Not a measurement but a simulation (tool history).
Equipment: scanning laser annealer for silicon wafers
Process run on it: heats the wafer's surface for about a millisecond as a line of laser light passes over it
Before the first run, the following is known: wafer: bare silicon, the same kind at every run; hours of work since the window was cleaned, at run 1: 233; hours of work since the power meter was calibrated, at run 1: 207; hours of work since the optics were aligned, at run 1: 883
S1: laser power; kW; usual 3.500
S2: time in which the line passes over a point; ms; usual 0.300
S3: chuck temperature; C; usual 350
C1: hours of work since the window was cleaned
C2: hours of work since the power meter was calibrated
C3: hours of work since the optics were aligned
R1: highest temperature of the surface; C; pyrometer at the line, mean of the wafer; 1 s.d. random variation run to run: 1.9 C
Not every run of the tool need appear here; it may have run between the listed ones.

run	hour	S1	S2	S3	C1	C2	C3	R1
1	0.0	3.500	0.300	350	233	207	883	1162
2	33.2	3.500	0.300	350	246	220	896	1160
3	60.4	3.500	0.300	378	257	231	907	1189
4	100.7	3.500	0.300	350	273	247	923	1158
5	121.8	3.500	0.300	350	282	256	931	1159
6	146.5	3.500	0.300	350	292	265	941	1156
7	182.1	3.500	0.300	350	306	280	956	1158
8	203.7	3.500	0.300	350	315	288	964	1158
9	232.1	3.500	0.300	350	326	300	976	1153
10	266.7	3.500	0.300	350	340	314	989	1152
# hour 273.1: window over the wafer cleaned
11	293.3	3.500	0.284	350	8	323	999	1123
# hour 312.3: optics aligned, line set to its width
12	342.7	3.500	0.284	350	26	341	12	1142
13	387.0	3.500	0.284	350	44	359	30	1139
# hour 392.5: window over the wafer cleaned, once more
14	440.3	3.500	0.380	350	19	380	50	1305
15	467.0	3.500	0.300	350	30	390	61	1182
16	507.4	3.500	0.348	350	46	406	77	1259
17	558.6	3.520	0.302	342	67	427	98	1179
18	598.4	3.520	0.302	342	82	443	114	1180
19	623.4	3.520	0.302	342	92	453	124	1178
20	650.3	3.794	0.228	342	103	464	135	1105
21	674.6	3.022	0.291	328	113	473	144	1026
22	726.0	3.165	0.310	350	134	494	165	1110
23	765.6	3.165	0.310	350	149	510	181	1115
24	814.2	3.413	0.289	350	169	529	200	1136
25	835.6	3.413	0.289	350	178	538	209	1136
26	866.3	3.827	0.278	350	190	550	221	1214
27	901.3	3.827	0.311	348	204	564	235	1268
28	927.9	3.827	0.311	348	214	575	246	1269
29	953.9	3.577	0.282	385	225	585	256	1197
30	978.8	3.500	0.300	319	235	595	266	1139

5 ways to go on from here, each from the tool as it stands after run 30. What would each give?
A	1007.1	3.313	0.337	361	246	607	277	?
B	1007.1	3.500	0.264	319	246	607	277	?
C	1007.1	3.248	0.284	319	246	607	277	?
D	1007.1	3.739	0.280	385	246	607	277	?
E	1007.1	3.092	0.288	360	246	607	277	?

run	R1
A	1195
B	1079
C	1056
D	1230
E	1069
With no hidden state in the tool, these same runs would have given:
run	R1
A	1210
B	1093
C	1070
D	1246
E	1082
